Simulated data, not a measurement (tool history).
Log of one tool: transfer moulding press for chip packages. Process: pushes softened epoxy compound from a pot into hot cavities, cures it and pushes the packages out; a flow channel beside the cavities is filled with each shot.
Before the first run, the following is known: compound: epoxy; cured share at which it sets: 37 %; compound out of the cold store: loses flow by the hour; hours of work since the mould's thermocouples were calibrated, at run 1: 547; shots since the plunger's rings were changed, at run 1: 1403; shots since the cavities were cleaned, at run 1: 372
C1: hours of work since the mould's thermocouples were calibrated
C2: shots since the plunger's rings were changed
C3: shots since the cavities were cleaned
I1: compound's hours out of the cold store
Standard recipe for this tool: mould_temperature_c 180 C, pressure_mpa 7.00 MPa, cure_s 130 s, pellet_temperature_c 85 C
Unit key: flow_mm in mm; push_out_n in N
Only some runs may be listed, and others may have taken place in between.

{"run": 1, "day": 0.0, "mould_temperature_c": 180, "pressure_mpa": 7.0, "cure_s": 130, "pellet_temperature_c": 85, "C1": 547, "C2": 1403, "C3": 372, "I1": 38.8, "flow_mm": 599, "push_out_n": 488}
{"day": 1.221, "done": "cavities cleaned with cleaning compound and waxed"}
{"run": 2, "day": 1.883, "mould_temperature_c": 180, "pressure_mpa": 7.0, "cure_s": 130, "pellet_temperature_c": 85, "C1": 581, "C2": 1921, "C3": 188, "I1": 34.5, "flow_mm": 602, "push_out_n": 423}
{"day": 3.796, "done": "cavities cleaned with cleaning compound and waxed"}
{"run": 3, "day": 3.933, "mould_temperature_c": 180, "pressure_mpa": 7.0, "cure_s": 130, "pellet_temperature_c": 85, "C1": 618, "C2": 2488, "C3": 39, "I1": 9.0, "flow_mm": 679, "push_out_n": 340}
{"run": 4, "day": 5.262, "mould_temperature_c": 180, "pressure_mpa": 7.0, "cure_s": 130, "pellet_temperature_c": 85, "C1": 643, "C2": 2867, "C3": 418, "I1": 33.0, "flow_mm": 603, "push_out_n": 488}
{"day": 6.329, "done": "cavities cleaned with cleaning compound and waxed"}
{"run": 5, "day": 6.496, "mould_temperature_c": 180, "pressure_mpa": 7.0, "cure_s": 130, "pellet_temperature_c": 85, "C1": 665, "C2": 3201, "C3": 48, "I1": 28.6, "flow_mm": 614, "push_out_n": 335}
{"run": 6, "day": 7.504, "mould_temperature_c": 180, "pressure_mpa": 7.0, "cure_s": 130, "pellet_temperature_c": 85, "C1": 684, "C2": 3488, "C3": 335, "I1": 31.5, "flow_mm": 605, "push_out_n": 472}
{"day": 8.867, "done": "cavities cleaned with cleaning compound and waxed"}
{"run": 7, "day": 9.183, "mould_temperature_c": 180, "pressure_mpa": 7.0, "cure_s": 130, "pellet_temperature_c": 77, "C1": 715, "C2": 3949, "C3": 91, "I1": 34.4, "flow_mm": 594, "push_out_n": 343}
{"day": 9.871, "done": "mould's thermocouples calibrated"}
{"run": 8, "day": 10.783, "mould_temperature_c": 180, "pressure_mpa": 6.8, "cure_s": 130, "pellet_temperature_c": 85, "C1": 17, "C2": 4381, "C3": 523, "I1": 39.4, "flow_mm": 575, "push_out_n": 580}
{"day": 11.454, "done": "cavities cleaned with cleaning compound and waxed"}
{"run": 9, "day": 12.771, "mould_temperature_c": 180, "pressure_mpa": 6.8, "cure_s": 130, "pellet_temperature_c": 85, "C1": 53, "C2": 4930, "C3": 375, "I1": 43.0, "flow_mm": 563, "push_out_n": 521}
{"day": 13.992, "done": "cavities cleaned with cleaning compound and waxed"}
{"run": 10, "day": 14.083, "mould_temperature_c": 180, "pressure_mpa": 6.8, "cure_s": 130, "pellet_temperature_c": 85, "C1": 77, "C2": 5286, "C3": 26, "I1": 22.1, "flow_mm": 619, "push_out_n": 330}
{"run": 11, "day": 15.125, "mould_temperature_c": 180, "pressure_mpa": 6.8, "cure_s": 130, "pellet_temperature_c": 85, "C1": 96, "C2": 5583, "C3": 323, "I1": 9.1, "flow_mm": 655, "push_out_n": 517}
{"day": 15.933, "done": "plunger's sealing rings changed"}
{"day": 16.662, "done": "cavities cleaned with cleaning compound and waxed"}
{"run": 12, "day": 16.662, "mould_temperature_c": 180, "pressure_mpa": 6.8, "cure_s": 130, "pellet_temperature_c": 85, "C1": 122, "C2": 189, "C3": 0, "I1": 15.0, "flow_mm": 656, "push_out_n": 326}
{"run": 13, "day": 17.846, "mould_temperature_c": 180, "pressure_mpa": 7.0, "cure_s": 130, "pellet_temperature_c": 85, "C1": 145, "C2": 527, "C3": 338, "I1": 18.2, "flow_mm": 666, "push_out_n": 529}
{"day": 19.15, "done": "cavities cleaned with cleaning compound and waxed"}
{"run": 14, "day": 19.717, "mould_temperature_c": 184, "pressure_mpa": 7.0, "cure_s": 130, "pellet_temperature_c": 91, "C1": 179, "C2": 1042, "C3": 162, "I1": 22.2, "flow_mm": 639, "push_out_n": 358}
{"run": 15, "day": 21.008, "mould_temperature_c": 180, "pressure_mpa": 7.0, "cure_s": 120, "pellet_temperature_c": 82, "C1": 203, "C2": 1410, "C3": 530, "I1": 33.0, "flow_mm": 613, "push_out_n": 674}
{"day": 21.683, "done": "cavities cleaned with cleaning compound and waxed"}
{"run": 16, "day": 22.758, "mould_temperature_c": 187, "pressure_mpa": 7.0, "cure_s": 118, "pellet_temperature_c": 83, "C1": 235, "C2": 1892, "C3": 307, "I1": 38.2, "flow_mm": 583, "push_out_n": 396}
{"day": 24.162, "done": "cavities cleaned with cleaning compound and waxed"}
{"run": 17, "day": 24.862, "mould_temperature_c": 174, "pressure_mpa": 7.0, "cure_s": 130, "pellet_temperature_c": 85, "C1": 273, "C2": 2473, "C3": 199, "I1": 9.6, "flow_mm": 700, "push_out_n": 763}
{"day": 26.7, "done": "cavities cleaned with cleaning compound and waxed"}
{"run": 18, "day": 26.925, "mould_temperature_c": 174, "pressure_mpa": 7.0, "cure_s": 130, "pellet_temperature_c": 85, "C1": 311, "C2": 3043, "C3": 64, "I1": 17.7, "flow_mm": 666, "push_out_n": 563}
{"run": 19, "day": 28.4, "mould_temperature_c": 180, "pressure_mpa": 7.0, "cure_s": 132, "pellet_temperature_c": 91, "C1": 339, "C2": 3464, "C3": 485, "I1": 19.5, "flow_mm": 641, "push_out_n": 536}
{"day": 29.192, "done": "cavities cleaned with cleaning compound and waxed"}
{"run": 20, "day": 29.892, "mould_temperature_c": 177, "pressure_mpa": 6.06, "cure_s": 120, "pellet_temperature_c": 86, "C1": 365, "C2": 3871, "C3": 200, "I1": 14.2, "flow_mm": 621, "push_out_n": 660}
{"run": 21, "day": 31.521, "mould_temperature_c": 177, "pressure_mpa": 6.06, "cure_s": 154, "pellet_temperature_c": 84, "C1": 396, "C2": 4335, "C3": 664, "I1": 8.6, "flow_mm": 633, "push_out_n": 585}
{"day": 31.717, "done": "cavities cleaned with cleaning compound and waxed"}
{"run": 22, "day": 32.642, "mould_temperature_c": 180, "pressure_mpa": 7.0, "cure_s": 130, "pellet_temperature_c": 80, "C1": 416, "C2": 4637, "C3": 264, "I1": 16.7, "flow_mm": 646, "push_out_n": 495}
{"day": 34.217, "done": "cavities cleaned with cleaning compound and waxed"}
{"run": 23, "day": 34.45, "mould_temperature_c": 180, "pressure_mpa": 7.0, "cure_s": 130, "pellet_temperature_c": 80, "C1": 449, "C2": 5134, "C3": 66, "I1": 41.4, "flow_mm": 575, "push_out_n": 329}
{"run": 24, "day": 35.533, "mould_temperature_c": 180, "pressure_mpa": 7.0, "cure_s": 130, "pellet_temperature_c": 80, "C1": 469, "C2": 5444, "C3": 376, "I1": 25.5, "flow_mm": 616, "push_out_n": 498}
{"run": 25, "day": 36.529, "mould_temperature_c": 180, "pressure_mpa": 7.0, "cure_s": 130, "pellet_temperature_c": 80, "C1": 488, "C2": 5727, "C3": 659, "I1": 37.1, "flow_mm": 583, "push_out_n": 586}
{"day": 36.888, "done": "plunger's sealing rings changed"}
{"day": 36.95, "done": "cavities cleaned with cleaning compound and waxed"}
{"run": 26, "day": 38.45, "mould_temperature_c": 175, "pressure_mpa": 7.32, "cure_s": 160, "pellet_temperature_c": 81, "C1": 521, "C2": 427, "C3": 427, "I1": 17.6, "flow_mm": 687, "push_out_n": 512}

Forecast each of these 5 alternatives for the next run:
{"day": 39.546, "done": "cavities cleaned with cleaning compound and waxed"}
{"run": "A", "day": 40.038, "mould_temperature_c": 175, "pressure_mpa": 8.63, "cure_s": 160, "pellet_temperature_c": 84, "C1": 550, "C2": 862, "C3": 140, "I1": 26.7, "flow_mm": "?", "push_out_n": "?"}
{"day": 39.546, "done": "cavities cleaned with cleaning compound and waxed"}
{"run": "B", "day": 40.038, "mould_temperature_c": 182, "pressure_mpa": 7.32, "cure_s": 160, "pellet_temperature_c": 81, "C1": 550, "C2": 862, "C3": 140, "I1": 27.1, "flow_mm": "?", "push_out_n": "?"}
{"day": 39.546, "done": "cavities cleaned with cleaning compound and waxed"}
{"run": "C", "day": 40.038, "mould_temperature_c": 182, "pressure_mpa": 7.0, "cure_s": 130, "pellet_temperature_c": 85, "C1": 550, "C2": 862, "C3": 140, "I1": 20.4, "flow_mm": "?", "push_out_n": "?"}
{"day": 39.546, "done": "cavities cleaned with cleaning compound and waxed"}
{"run": "D", "day": 40.038, "mould_temperature_c": 180, "pressure_mpa": 8.38, "cure_s": 130, "pellet_temperature_c": 90, "C1": 550, "C2": 862, "C3": 140, "I1": 32.4, "flow_mm": "?", "push_out_n": "?"}
{"day": 39.546, "done": "cavities cleaned with cleaning compound and waxed"}
{"run": "E", "day": 40.038, "mould_temperature_c": 180, "pressure_mpa": 8.5, "cure_s": 151, "pellet_temperature_c": 85, "C1": 550, "C2": 862, "C3": 140, "I1": 25.1, "flow_mm": "?", "push_out_n": "?"}

run=A flow_mm=716 push_out_n=382
run=B flow_mm=638 push_out_n=320
run=C flow_mm=646 push_out_n=366
run=D flow_mm=670 push_out_n=389
run=E flow_mm=698 push_out_n=334
The same runs, with their run-to-run variation unchanged, on a tool lacking any hidden condition would have given:
run=A flow_mm=728 push_out_n=301
run=B flow_mm=648 push_out_n=243
run=C flow_mm=656 push_out_n=287
run=D flow_mm=680 push_out_n=307
run=E flow_mm=709 push_out_n=256

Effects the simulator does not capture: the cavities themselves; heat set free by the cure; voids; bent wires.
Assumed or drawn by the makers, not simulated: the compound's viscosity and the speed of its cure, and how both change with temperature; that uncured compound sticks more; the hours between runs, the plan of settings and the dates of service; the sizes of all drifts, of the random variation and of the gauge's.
